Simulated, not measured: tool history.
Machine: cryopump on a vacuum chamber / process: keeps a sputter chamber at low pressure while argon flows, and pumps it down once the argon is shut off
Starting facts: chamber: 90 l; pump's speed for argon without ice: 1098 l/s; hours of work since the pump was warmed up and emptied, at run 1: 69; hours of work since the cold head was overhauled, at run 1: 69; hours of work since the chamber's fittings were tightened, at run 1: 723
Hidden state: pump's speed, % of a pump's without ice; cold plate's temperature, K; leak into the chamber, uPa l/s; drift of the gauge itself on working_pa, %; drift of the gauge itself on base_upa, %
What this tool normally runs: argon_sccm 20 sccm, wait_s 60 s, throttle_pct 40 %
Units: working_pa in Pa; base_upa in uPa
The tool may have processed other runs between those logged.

| run | day | argon_sccm | wait_s | throttle_pct | hours of work since the pump was warmed up and emptied | hours of work since the cold head was overhauled | hours of work since the chamber's fittings were tightened | working_pa | base_upa |
|---|---|---|---|---|---|---|---|---|---|
| 1 | 0 | 20 | 60 | 40 | 69 | 69 | 723 | 0.0785 | 3.19 |
| 2 | 1.646 | 20 | 195 | 40 | 94 | 94 | 749 | 0.0781 | 2.25 |
| 3 | 4.629 | 20 | 195 | 40 | 141 | 141 | 795 | 0.0801 | 2.39 |
| 4 | 7.967 | 20 | 60 | 17 | 193 | 193 | 847 | 0.1829 | 3.49 |
| 5 | 10.896 | 20 | 60 | 40 | 238 | 238 | 893 | 0.0809 | 3.76 |
| 6 | 13.979 | 20 | 60 | 40 | 286 | 286 | 941 | 0.0813 | 3.82 |
| 7 | 15.875 | 20 | 60 | 40 | 316 | 316 | 970 | 0.0817 | 4.05 |
| 8 | 19.608 | 20 | 60 | 40 | 374 | 374 | 1028 | 0.0835 | 4.23 |
| 9 | 23.429 | 20 | 60 | 40 | 433 | 433 | 1088 | 0.0849 | 4.51 |
| 10 | 25.208 | 20 | 60 | 40 | 461 | 461 | 1115 | 0.0838 | 4.74 |
|  | 28.546 | leaking fittings of the chamber tightened, without venting |
| 11 | 29.146 | 20 | 60 | 40 | 521 | 521 | 9 | 0.0865 | 1.85 |
| 12 | 31.717 | 20 | 56 | 40 | 561 | 561 | 49 | 0.0889 | 2.16 |
| 13 | 34.192 | 10 | 56 | 40 | 600 | 600 | 88 | 0.0433 | 2.19 |
| 14 | 35.833 | 10 | 56 | 40 | 625 | 625 | 113 | 0.0435 | 2.3 |
|  | 37.925 | pump warmed up, emptied and cooled again |
| 15 | 39.292 | 10 | 56 | 40 | 21 | 676 | 164 | 0.039 | 2.27 |
| 16 | 42.358 | 9 | 60 | 52 | 69 | 723 | 212 | 0.0273 | 2.32 |
| 17 | 44.979 | 9 | 60 | 52 | 110 | 764 | 253 | 0.0273 | 2.38 |
| 18 | 47.275 | 9 | 60 | 52 | 146 | 800 | 288 | 0.0274 | 2.5 |
| 19 | 51.15 | 9 | 153 | 15 | 206 | 860 | 349 | 0.0937 | 1.76 |
| 20 | 53.075 | 10 | 76 | 54 | 236 | 890 | 379 | 0.0303 | 2.42 |
| 21 | 55.5 | 20 | 101 | 22 | 274 | 928 | 416 | 0.1463 | 2.2 |
| 22 | 57.271 | 20 | 101 | 34 | 301 | 956 | 444 | 0.0953 | 2.31 |
| 23 | 60.342 | 12 | 266 | 40 | 349 | 1003 | 492 | 0.0498 | 1.88 |
| 24 | 62.408 | 12 | 266 | 40 | 381 | 1036 | 524 | 0.0503 | 2.06 |
| 25 | 65.917 | 12 | 266 | 40 | 436 | 1090 | 579 | 0.0507 | 2.18 |
| 26 | 69.862 | 12 | 266 | 40 | 497 | 1152 | 640 | 0.0519 | 2.45 |
| 27 | 73.612 | 27 | 40 | 40 | 556 | 1210 | 698 | 0.1195 | 4.66 |
| 28 | 75.475 | 27 | 40 | 40 | 585 | 1239 | 727 | 0.119 | 4.71 |
| 29 | 78.725 | 25 | 60 | 40 | 635 | 1290 | 778 | 0.1109 | 4.19 |

Each row is a separate what-if for the run after 29, all from the same tool condition, not one after another. Results?
|  | 80.121 | pump warmed up, emptied and cooled again |
| A | 80.712 | 12 | 60 | 33 | 9 | 1317 | 806 | ? | ? |
|  | 80.121 | pump warmed up, emptied and cooled again |
| B | 80.712 | 25 | 97 | 40 | 9 | 1317 | 806 | ? | ? |
|  | 80.121 | pump warmed up, emptied and cooled again |
| C | 80.712 | 15 | 124 | 25 | 9 | 1317 | 806 | ? | ? |
|  | 80.121 | pump warmed up, emptied and cooled again |
| D | 80.712 | 25 | 60 | 40 | 9 | 1317 | 806 | ? | ? |
|  | 80.121 | pump warmed up, emptied and cooled again |
| E | 80.712 | 25 | 33 | 20 | 9 | 1317 | 806 | ? | ? |

| run | working_pa | base_upa |
|---|---|---|
| A | 0.0567 | 3.47 |
| B | 0.0976 | 2.89 |
| C | 0.0944 | 2.78 |
| D | 0.0971 | 3.42 |
| E | 0.1928 | 4.7 |
The same runs, with their run-to-run variation unchanged, on a tool lacking any hidden condition would have given:
| run | working_pa | base_upa |
|---|---|---|
| A | 0.0563 | 1.75 |
| B | 0.0969 | 1.2 |
| C | 0.0939 | 1.03 |
| D | 0.0964 | 1.72 |
| E | 0.1921 | 2.97 |

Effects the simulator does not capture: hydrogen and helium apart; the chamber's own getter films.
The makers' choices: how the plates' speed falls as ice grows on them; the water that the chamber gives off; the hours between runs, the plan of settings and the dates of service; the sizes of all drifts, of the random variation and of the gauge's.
